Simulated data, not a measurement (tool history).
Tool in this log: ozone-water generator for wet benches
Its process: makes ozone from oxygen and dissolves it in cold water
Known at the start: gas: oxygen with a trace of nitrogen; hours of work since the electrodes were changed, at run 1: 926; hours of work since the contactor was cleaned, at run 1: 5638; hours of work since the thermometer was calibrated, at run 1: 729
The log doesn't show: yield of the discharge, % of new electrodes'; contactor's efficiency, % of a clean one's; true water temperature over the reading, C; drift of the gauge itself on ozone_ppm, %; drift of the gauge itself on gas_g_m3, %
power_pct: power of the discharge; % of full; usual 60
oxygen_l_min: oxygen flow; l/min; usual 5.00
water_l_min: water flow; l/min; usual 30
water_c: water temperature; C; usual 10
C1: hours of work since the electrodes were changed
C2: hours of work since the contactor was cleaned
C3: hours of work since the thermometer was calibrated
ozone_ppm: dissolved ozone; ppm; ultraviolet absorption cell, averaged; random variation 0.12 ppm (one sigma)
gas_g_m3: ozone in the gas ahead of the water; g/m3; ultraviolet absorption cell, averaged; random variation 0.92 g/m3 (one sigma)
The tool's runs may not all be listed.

{"run": 1, "hour": 0.0, "power_pct": 60, "oxygen_l_min": 5.0, "water_l_min": 30, "water_c": 10, "C1": 926, "C2": 5638, "C3": 729, "ozone_ppm": 9.2, "gas_g_m3": 153.5}
{"run": 2, "hour": 122.1, "power_pct": 60, "oxygen_l_min": 5.0, "water_l_min": 30, "water_c": 10, "C1": 1008, "C2": 5720, "C3": 811, "ozone_ppm": 9.4, "gas_g_m3": 153.9}
{"run": 3, "hour": 247.0, "power_pct": 60, "oxygen_l_min": 5.0, "water_l_min": 30, "water_c": 10, "C1": 1093, "C2": 5805, "C3": 895, "ozone_ppm": 9.3, "gas_g_m3": 153.4}
{"run": 4, "hour": 327.4, "power_pct": 60, "oxygen_l_min": 5.0, "water_l_min": 30, "water_c": 10, "C1": 1147, "C2": 5859, "C3": 950, "ozone_ppm": 9.5, "gas_g_m3": 152.0}
{"run": 5, "hour": 478.5, "power_pct": 60, "oxygen_l_min": 5.0, "water_l_min": 30, "water_c": 10, "C1": 1249, "C2": 5961, "C3": 1052, "ozone_ppm": 9.1, "gas_g_m3": 154.9}
{"run": 6, "hour": 603.2, "power_pct": 60, "oxygen_l_min": 5.0, "water_l_min": 30, "water_c": 10, "C1": 1333, "C2": 6045, "C3": 1136, "ozone_ppm": 8.9, "gas_g_m3": 151.9}
{"run": 7, "hour": 721.4, "power_pct": 60, "oxygen_l_min": 5.0, "water_l_min": 30, "water_c": 10, "C1": 1413, "C2": 6125, "C3": 1216, "ozone_ppm": 9.3, "gas_g_m3": 152.7}
{"run": 8, "hour": 906.8, "power_pct": 60, "oxygen_l_min": 6.21, "water_l_min": 30, "water_c": 10, "C1": 1539, "C2": 6250, "C3": 1341, "ozone_ppm": 9.3, "gas_g_m3": 132.7}
{"run": 9, "hour": 1039.7, "power_pct": 60, "oxygen_l_min": 5.0, "water_l_min": 26, "water_c": 9, "C1": 1628, "C2": 6340, "C3": 1431, "ozone_ppm": 10.6, "gas_g_m3": 153.0}
{"run": 10, "hour": 1157.5, "power_pct": 60, "oxygen_l_min": 3.44, "water_l_min": 29, "water_c": 9, "C1": 1708, "C2": 6420, "C3": 1511, "ozone_ppm": 9.4, "gas_g_m3": 194.2}
{"run": 11, "hour": 1283.7, "power_pct": 56, "oxygen_l_min": 5.0, "water_l_min": 34, "water_c": 10, "C1": 1793, "C2": 6505, "C3": 1596, "ozone_ppm": 7.5, "gas_g_m3": 146.7}
{"run": 12, "hour": 1479.2, "power_pct": 56, "oxygen_l_min": 5.0, "water_l_min": 34, "water_c": 10, "C1": 1925, "C2": 6637, "C3": 1728, "ozone_ppm": 7.5, "gas_g_m3": 144.5}
{"run": 13, "hour": 1605.0, "power_pct": 62, "oxygen_l_min": 5.0, "water_l_min": 36, "water_c": 5, "C1": 2010, "C2": 6722, "C3": 1813, "ozone_ppm": 7.8, "gas_g_m3": 154.0}
{"run": 14, "hour": 1707.8, "power_pct": 75, "oxygen_l_min": 5.0, "water_l_min": 30, "water_c": 15, "C1": 2080, "C2": 6792, "C3": 1883, "ozone_ppm": 9.8, "gas_g_m3": 175.9}
{"run": 15, "hour": 1806.8, "power_pct": 75, "oxygen_l_min": 5.0, "water_l_min": 30, "water_c": 15, "C1": 2147, "C2": 6859, "C3": 1950, "ozone_ppm": 10.0, "gas_g_m3": 174.4}
{"run": 16, "hour": 1963.5, "power_pct": 60, "oxygen_l_min": 2.53, "water_l_min": 38, "water_c": 10, "C1": 2253, "C2": 6965, "C3": 2056, "ozone_ppm": 6.2, "gas_g_m3": 235.1}

5 ways to go on from here, each from the tool as it stands after run 16. What would each give?
{"run": "A", "hour": 2077.1, "power_pct": 60, "oxygen_l_min": 4.96, "water_l_min": 38, "water_c": 10, "C1": 2330, "C2": 7041, "C3": 2132, "ozone_ppm": "?", "gas_g_m3": "?"}
{"run": "B", "hour": 2077.1, "power_pct": 66, "oxygen_l_min": 5.0, "water_l_min": 30, "water_c": 10, "C1": 2330, "C2": 7041, "C3": 2132, "ozone_ppm": "?", "gas_g_m3": "?"}
{"run": "C", "hour": 2077.1, "power_pct": 55, "oxygen_l_min": 5.0, "water_l_min": 30, "water_c": 10, "C1": 2330, "C2": 7041, "C3": 2132, "ozone_ppm": "?", "gas_g_m3": "?"}
{"run": "D", "hour": 2077.1, "power_pct": 93, "oxygen_l_min": 2.53, "water_l_min": 38, "water_c": 17, "C1": 2330, "C2": 7041, "C3": 2132, "ozone_ppm": "?", "gas_g_m3": "?"}
{"run": "E", "hour": 2077.1, "power_pct": 60, "oxygen_l_min": 2.53, "water_l_min": 18, "water_c": 14, "C1": 2330, "C2": 7041, "C3": 2132, "ozone_ppm": "?", "gas_g_m3": "?"}

run=A ozone_ppm=6.8 gas_g_m3=152.7
run=B ozone_ppm=9.5 gas_g_m3=160.0
run=C ozone_ppm=8.5 gas_g_m3=141.5
run=D ozone_ppm=7.7 gas_g_m3=311.8
run=E ozone_ppm=14.6 gas_g_m3=235.2
Without the tool's unlogged condition, the same runs would have read:
run=A ozone_ppm=7.9 gas_g_m3=156.5
run=B ozone_ppm=10.9 gas_g_m3=164.3
run=C ozone_ppm=9.8 gas_g_m3=144.8
run=D ozone_ppm=9.1 gas_g_m3=321.9
run=E ozone_ppm=16.6 gas_g_m3=241.0

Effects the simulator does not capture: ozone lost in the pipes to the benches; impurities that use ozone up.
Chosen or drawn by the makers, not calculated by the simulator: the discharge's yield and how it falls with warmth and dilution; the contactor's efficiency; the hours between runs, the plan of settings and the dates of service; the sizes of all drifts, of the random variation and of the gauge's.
